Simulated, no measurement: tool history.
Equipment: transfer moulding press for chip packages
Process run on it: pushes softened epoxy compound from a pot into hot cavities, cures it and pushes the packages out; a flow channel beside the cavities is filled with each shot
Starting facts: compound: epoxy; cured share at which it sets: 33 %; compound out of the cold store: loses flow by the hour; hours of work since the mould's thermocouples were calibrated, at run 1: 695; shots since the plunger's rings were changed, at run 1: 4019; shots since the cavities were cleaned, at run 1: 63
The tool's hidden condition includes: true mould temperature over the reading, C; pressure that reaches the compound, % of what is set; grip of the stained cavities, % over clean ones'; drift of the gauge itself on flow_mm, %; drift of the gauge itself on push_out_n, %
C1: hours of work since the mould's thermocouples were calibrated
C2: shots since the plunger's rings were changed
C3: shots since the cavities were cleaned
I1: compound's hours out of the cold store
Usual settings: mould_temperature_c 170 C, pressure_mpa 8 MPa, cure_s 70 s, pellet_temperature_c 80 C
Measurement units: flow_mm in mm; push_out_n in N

{"run": 1, "hour": 0.0, "mould_temperature_c": 170, "pressure_mpa": 8, "cure_s": 70, "pellet_temperature_c": 80, "C1": 695, "C2": 4019, "C3": 63, "I1": 20.8, "flow_mm": 878, "push_out_n": 636}
{"run": 2, "hour": 41.4, "mould_temperature_c": 170, "pressure_mpa": 8, "cure_s": 70, "pellet_temperature_c": 80, "C1": 726, "C2": 4658, "C3": 702, "I1": 21.1, "flow_mm": 880, "push_out_n": 934}
{"hour": 62.0, "done": "cavities cleaned with cleaning compound and waxed"}
{"run": 3, "hour": 76.9, "mould_temperature_c": 170, "pressure_mpa": 8, "cure_s": 70, "pellet_temperature_c": 80, "C1": 750, "C2": 5183, "C3": 230, "I1": 30.8, "flow_mm": 819, "push_out_n": 721}
{"hour": 110.2, "done": "mould's thermocouples calibrated"}
{"run": 4, "hour": 110.2, "mould_temperature_c": 170, "pressure_mpa": 8, "cure_s": 70, "pellet_temperature_c": 80, "C1": 0, "C2": 5667, "C3": 714, "I1": 22.7, "flow_mm": 857, "push_out_n": 874}
{"hour": 130.4, "done": "cavities cleaned with cleaning compound and waxed"}
{"run": 5, "hour": 133.1, "mould_temperature_c": 170, "pressure_mpa": 8, "cure_s": 70, "pellet_temperature_c": 80, "C1": 16, "C2": 5997, "C3": 42, "I1": 46.1, "flow_mm": 747, "push_out_n": 521}
{"run": 6, "hour": 157.6, "mould_temperature_c": 170, "pressure_mpa": 8, "cure_s": 51, "pellet_temperature_c": 80, "C1": 34, "C2": 6376, "C3": 421, "I1": 37.9, "flow_mm": 770, "push_out_n": 1496}
{"hour": 182.5, "done": "plunger's sealing rings changed"}
{"run": 7, "hour": 192.9, "mould_temperature_c": 170, "pressure_mpa": 8, "cure_s": 51, "pellet_temperature_c": 77, "C1": 58, "C2": 162, "C3": 928, "I1": 34, "flow_mm": 851, "push_out_n": 1840}
{"hour": 200.4, "done": "cavities cleaned with cleaning compound and waxed"}
{"run": 8, "hour": 237.6, "mould_temperature_c": 170, "pressure_mpa": 8, "cure_s": 70, "pellet_temperature_c": 81, "C1": 89, "C2": 829, "C3": 576, "I1": 40.8, "flow_mm": 814, "push_out_n": 762}
{"run": 9, "hour": 260.4, "mould_temperature_c": 170, "pressure_mpa": 8.25, "cure_s": 70, "pellet_temperature_c": 80, "C1": 106, "C2": 1181, "C3": 928, "I1": 11.8, "flow_mm": 978, "push_out_n": 946}
{"hour": 267.5, "done": "cavities cleaned with cleaning compound and waxed"}
{"run": 10, "hour": 292.6, "mould_temperature_c": 170, "pressure_mpa": 8.25, "cure_s": 70, "pellet_temperature_c": 80, "C1": 128, "C2": 1655, "C3": 387, "I1": 12, "flow_mm": 963, "push_out_n": 801}
{"run": 11, "hour": 319.9, "mould_temperature_c": 170, "pressure_mpa": 8.25, "cure_s": 70, "pellet_temperature_c": 80, "C1": 148, "C2": 2077, "C3": 809, "I1": 35, "flow_mm": 841, "push_out_n": 818}
{"hour": 334.8, "done": "cavities cleaned with cleaning compound and waxed"}
{"run": 12, "hour": 348.8, "mould_temperature_c": 170, "pressure_mpa": 8.25, "cure_s": 70, "pellet_temperature_c": 80, "C1": 168, "C2": 2500, "C3": 216, "I1": 17.3, "flow_mm": 918, "push_out_n": 693}
{"run": 13, "hour": 381.6, "mould_temperature_c": 170, "pressure_mpa": 8.25, "cure_s": 70, "pellet_temperature_c": 80, "C1": 192, "C2": 3006, "C3": 722, "I1": 37.9, "flow_mm": 825, "push_out_n": 794}
{"hour": 400.5, "done": "cavities cleaned with cleaning compound and waxed"}
{"run": 14, "hour": 418.0, "mould_temperature_c": 170, "pressure_mpa": 8.25, "cure_s": 70, "pellet_temperature_c": 80, "C1": 218, "C2": 3546, "C3": 271, "I1": 12.2, "flow_mm": 947, "push_out_n": 734}
{"run": 15, "hour": 454.7, "mould_temperature_c": 163, "pressure_mpa": 6.35, "cure_s": 69, "pellet_temperature_c": 78, "C1": 245, "C2": 4112, "C3": 837, "I1": 10.4, "flow_mm": 859, "push_out_n": 1638}
{"hour": 466.9, "done": "cavities cleaned with cleaning compound and waxed"}
{"run": 16, "hour": 489.8, "mould_temperature_c": 163, "pressure_mpa": 6.35, "cure_s": 69, "pellet_temperature_c": 78, "C1": 269, "C2": 4631, "C3": 354, "I1": 17.3, "flow_mm": 825, "push_out_n": 1426}
{"run": 17, "hour": 528.1, "mould_temperature_c": 163, "pressure_mpa": 6.35, "cure_s": 69, "pellet_temperature_c": 78, "C1": 298, "C2": 5223, "C3": 946, "I1": 43.2, "flow_mm": 706, "push_out_n": 1455}
{"hour": 532.5, "done": "cavities cleaned with cleaning compound and waxed"}
{"run": 18, "hour": 564.3, "mould_temperature_c": 176, "pressure_mpa": 8, "cure_s": 96, "pellet_temperature_c": 80, "C1": 323, "C2": 5759, "C3": 492, "I1": 20.7, "flow_mm": 842, "push_out_n": 473}
{"run": 19, "hour": 592.4, "mould_temperature_c": 176, "pressure_mpa": 8, "cure_s": 96, "pellet_temperature_c": 80, "C1": 344, "C2": 6193, "C3": 926, "I1": 34.6, "flow_mm": 786, "push_out_n": 536}
{"hour": 599.7, "done": "cavities cleaned with cleaning compound and waxed"}
{"hour": 631.1, "done": "plunger's sealing rings changed"}
{"run": 20, "hour": 636.7, "mould_temperature_c": 176, "pressure_mpa": 8, "cure_s": 96, "pellet_temperature_c": 80, "C1": 373, "C2": 87, "C3": 534, "I1": 33.3, "flow_mm": 839, "push_out_n": 502}
{"hour": 669.7, "done": "cavities cleaned with cleaning compound and waxed"}
{"run": 21, "hour": 674.3, "mould_temperature_c": 169, "pressure_mpa": 8.52, "cure_s": 60, "pellet_temperature_c": 81, "C1": 400, "C2": 645, "C3": 72, "I1": 22.2, "flow_mm": 941, "push_out_n": 973}
{"run": 22, "hour": 718.4, "mould_temperature_c": 169, "pressure_mpa": 8.52, "cure_s": 60, "pellet_temperature_c": 81, "C1": 432, "C2": 1324, "C3": 751, "I1": 12.8, "flow_mm": 991, "push_out_n": 1466}
{"hour": 736.4, "done": "cavities cleaned with cleaning compound and waxed"}
{"run": 23, "hour": 744.8, "mould_temperature_c": 169, "pressure_mpa": 8, "cure_s": 70, "pellet_temperature_c": 80, "C1": 450, "C2": 1710, "C3": 130, "I1": 28.5, "flow_mm": 876, "push_out_n": 678}
{"run": 24, "hour": 777.4, "mould_temperature_c": 169, "pressure_mpa": 8, "cure_s": 70, "pellet_temperature_c": 80, "C1": 474, "C2": 2213, "C3": 633, "I1": 11.7, "flow_mm": 960, "push_out_n": 987}
{"hour": 803.1, "done": "cavities cleaned with cleaning compound and waxed"}
{"run": 25, "hour": 813.2, "mould_temperature_c": 169, "pressure_mpa": 8, "cure_s": 68, "pellet_temperature_c": 86, "C1": 499, "C2": 2744, "C3": 158, "I1": 12.5, "flow_mm": 937, "push_out_n": 771}
{"run": 26, "hour": 849.6, "mould_temperature_c": 170, "pressure_mpa": 9.25, "cure_s": 58, "pellet_temperature_c": 80, "C1": 526, "C2": 3305, "C3": 719, "I1": 8, "flow_mm": 1024, "push_out_n": 1435}
{"hour": 869.1, "done": "cavities cleaned with cleaning compound and waxed"}
{"run": 27, "hour": 871.2, "mould_temperature_c": 170, "pressure_mpa": 9.25, "cure_s": 58, "pellet_temperature_c": 80, "C1": 540, "C2": 3615, "C3": 32, "I1": 41.4, "flow_mm": 841, "push_out_n": 860}
{"run": 28, "hour": 901.7, "mould_temperature_c": 170, "pressure_mpa": 9.25, "cure_s": 58, "pellet_temperature_c": 80, "C1": 563, "C2": 4087, "C3": 504, "I1": 43.9, "flow_mm": 825, "push_out_n": 1220}

Some steps in flow_mm between neighbouring runs. How much of each would the tool show without its hidden state too (settings, what came in, random variation), and how much is left for the hidden state, with any gauge scatter that isn't in both results?
Run 6 -> 7: pellet_temperature_c 80 -> 77, plunger's sealing rings changed. flow_mm +81 mm: hidden state +62, all else +19.
Run 8 -> 9: pressure_mpa 8 -> 8.25, pellet_temperature_c 81 -> 80. flow_mm +164 mm: hidden state -6, all else +170.
Run 19 -> 20: cavities cleaned with cleaning compound and waxed, plunger's sealing rings changed. flow_mm +53 mm: hidden state +59, all else -6.
Run 26 -> 27: cavities cleaned with cleaning compound and waxed. flow_mm -183 mm: hidden state +4, all else -187.
